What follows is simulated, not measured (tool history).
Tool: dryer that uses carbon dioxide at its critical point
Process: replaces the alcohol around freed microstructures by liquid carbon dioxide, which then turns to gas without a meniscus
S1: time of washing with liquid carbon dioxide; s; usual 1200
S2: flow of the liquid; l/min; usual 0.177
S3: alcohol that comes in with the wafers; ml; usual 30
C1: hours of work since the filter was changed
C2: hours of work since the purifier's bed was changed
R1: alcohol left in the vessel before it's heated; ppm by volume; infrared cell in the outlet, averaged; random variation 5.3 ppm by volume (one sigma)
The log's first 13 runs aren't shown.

{"hour": 286.2, "done": "inlet filter changed"}
{"run": 14, "hour": 288.7, "S1": 1200, "S2": 0.177, "S3": 30, "C1": 1, "C2": 242, "R1": 177}
{"run": 15, "hour": 310.8, "S1": 1200, "S2": 0.181, "S3": 30, "C1": 14, "C2": 254, "R1": 190}
{"run": 16, "hour": 332.4, "S1": 1920, "S2": 0.107, "S3": 30, "C1": 25, "C2": 266, "R1": 271}
{"run": 17, "hour": 353.3, "S1": 1920, "S2": 0.107, "S3": 30, "C1": 37, "C2": 277, "R1": 281}
{"run": 18, "hour": 367.2, "S1": 780, "S2": 0.106, "S3": 94, "C1": 44, "C2": 285, "R1": 19026}
{"run": 19, "hour": 389.6, "S1": 1260, "S2": 0.177, "S3": 22, "C1": 57, "C2": 297, "R1": 177}
{"run": 20, "hour": 404.6, "S1": 1260, "S2": 0.177, "S3": 22, "C1": 65, "C2": 305, "R1": 172}
{"run": 21, "hour": 422.9, "S1": 960, "S2": 0.128, "S3": 56, "C1": 75, "C2": 316, "R1": 3970}
{"run": 22, "hour": 450.2, "S1": 960, "S2": 0.128, "S3": 56, "C1": 90, "C2": 331, "R1": 4127}
{"run": 23, "hour": 480.2, "S1": 960, "S2": 0.128, "S3": 56, "C1": 107, "C2": 347, "R1": 4447}
{"run": 24, "hour": 497.4, "S1": 960, "S2": 0.128, "S3": 56, "C1": 116, "C2": 356, "R1": 4447}
{"run": 25, "hour": 520.2, "S1": 960, "S2": 0.128, "S3": 56, "C1": 129, "C2": 369, "R1": 4526}
{"run": 26, "hour": 551.5, "S1": 1140, "S2": 0.109, "S3": 30, "C1": 146, "C2": 386, "R1": 2762}
{"run": 27, "hour": 569.9, "S1": 780, "S2": 0.13, "S3": 57, "C1": 156, "C2": 396, "R1": 8934}
{"run": 28, "hour": 593.0, "S1": 780, "S2": 0.161, "S3": 21, "C1": 169, "C2": 409, "R1": 1835}
{"run": 29, "hour": 606.9, "S1": 780, "S2": 0.161, "S3": 21, "C1": 176, "C2": 417, "R1": 1879}
{"run": 30, "hour": 637.9, "S1": 1080, "S2": 0.177, "S3": 59, "C1": 193, "C2": 434, "R1": 1120}

Forecast each of these 5 alternatives for the next run:
{"hour": 644.4, "done": "inlet filter changed"}
{"run": "A", "hour": 652.7, "S1": 1260, "S2": 0.177, "S3": 92, "C1": 5, "C2": 441, "R1": "?"}
{"hour": 644.4, "done": "inlet filter changed"}
{"run": "B", "hour": 652.7, "S1": 1200, "S2": 0.214, "S3": 30, "C1": 5, "C2": 441, "R1": "?"}
{"hour": 644.4, "done": "inlet filter changed"}
{"run": "C", "hour": 652.7, "S1": 960, "S2": 0.118, "S3": 49, "C1": 5, "C2": 441, "R1": "?"}
{"hour": 644.4, "done": "inlet filter changed"}
{"run": "D", "hour": 652.7, "S1": 1560, "S2": 0.177, "S3": 59, "C1": 5, "C2": 441, "R1": "?"}
{"hour": 644.4, "done": "inlet filter changed"}
{"run": "E", "hour": 652.7, "S1": 1860, "S2": 0.177, "S3": 30, "C1": 5, "C2": 441, "R1": "?"}

run=A R1=398
run=B R1=169
run=C R1=4026
run=D R1=171
run=E R1=141
Without the tool's hidden state the same runs would have given:
run=A R1=236
run=B R1=31
run=C R1=3692
run=D R1=32
run=E R1=4

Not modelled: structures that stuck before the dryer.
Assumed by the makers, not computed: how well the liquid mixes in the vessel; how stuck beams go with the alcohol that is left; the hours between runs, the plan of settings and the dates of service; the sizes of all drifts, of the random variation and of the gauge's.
